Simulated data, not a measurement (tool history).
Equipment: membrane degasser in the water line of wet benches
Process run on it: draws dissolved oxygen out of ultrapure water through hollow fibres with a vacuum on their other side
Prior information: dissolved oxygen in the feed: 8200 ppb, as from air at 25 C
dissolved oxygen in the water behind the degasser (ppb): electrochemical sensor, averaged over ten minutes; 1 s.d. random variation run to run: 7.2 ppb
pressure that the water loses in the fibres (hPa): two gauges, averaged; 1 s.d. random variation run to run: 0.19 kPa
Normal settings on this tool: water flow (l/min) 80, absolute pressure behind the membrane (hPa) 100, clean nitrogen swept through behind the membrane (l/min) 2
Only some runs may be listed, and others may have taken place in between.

| run | day | water flow (l/min) | absolute pressure behind the membrane (hPa) | clean nitrogen swept through behind the membrane (l/min) | dissolved oxygen in the water behind the degasser (ppb) | pressure that the water loses in the fibres (hPa) |
|---|---|---|---|---|---|---|
| 1 | 0 | 80 | 100 | 2 | 744 | 409.5 |
| 2 | 6.175 | 80 | 100 | 0.88 | 1135.2 | 409.4 |
| 3 | 13.767 | 80 | 100 | 0.88 | 1129.5 | 410.6 |
| 4 | 19.833 | 80 | 100 | 0.88 | 1152.2 | 411.6 |
| 5 | 24.046 | 80 | 100 | 2 | 757.4 | 412.8 |
| 6 | 29.075 | 80 | 100 | 2 | 757 | 410.8 |
| 7 | 34.55 | 80 | 100 | 2 | 767.9 | 410 |
| 8 | 41.8 | 80 | 100 | 2 | 771.3 | 413.1 |
| 9 | 47.412 | 80 | 100 | 2 | 779.2 | 413.6 |
| 10 | 54.604 | 80 | 185 | 2 | 1323.9 | 413 |
| 11 | 58.829 | 80 | 185 | 2 | 1338.2 | 414.5 |
| 12 | 64.967 | 80 | 185 | 2 | 1318.1 | 413.4 |
| 13 | 70.438 | 80 | 185 | 2 | 1317.9 | 414.8 |
| 14 | 74.767 | 80 | 185 | 2 | 1313.9 | 415.6 |
| 15 | 78.175 | 48 | 213 | 1.3 | 1313.1 | 248.3 |
| 16 | 84.138 | 48 | 91 | 3.07 | 343.3 | 247.9 |
| 17 | 89.067 | 48 | 91 | 3.07 | 342.1 | 249.8 |
| 18 | 95.638 | 48 | 91 | 3.07 | 345.6 | 250.9 |

Run 19 is up next; what results do you expect?
| 19 | 101.742 | 57 | 212 | 3.07 | ? | ? |

Run 19 came out at dissolved oxygen in the water behind the degasser (ppb) 856.2, pressure that the water loses in the fibres (hPa) 297.7.
Take away the tool's hidden state, keep the run-to-run variation as it was, and the same run would have given dissolved oxygen in the water behind the degasser (ppb) 804.7, pressure that the water loses in the fibres (hPa) 277.2.

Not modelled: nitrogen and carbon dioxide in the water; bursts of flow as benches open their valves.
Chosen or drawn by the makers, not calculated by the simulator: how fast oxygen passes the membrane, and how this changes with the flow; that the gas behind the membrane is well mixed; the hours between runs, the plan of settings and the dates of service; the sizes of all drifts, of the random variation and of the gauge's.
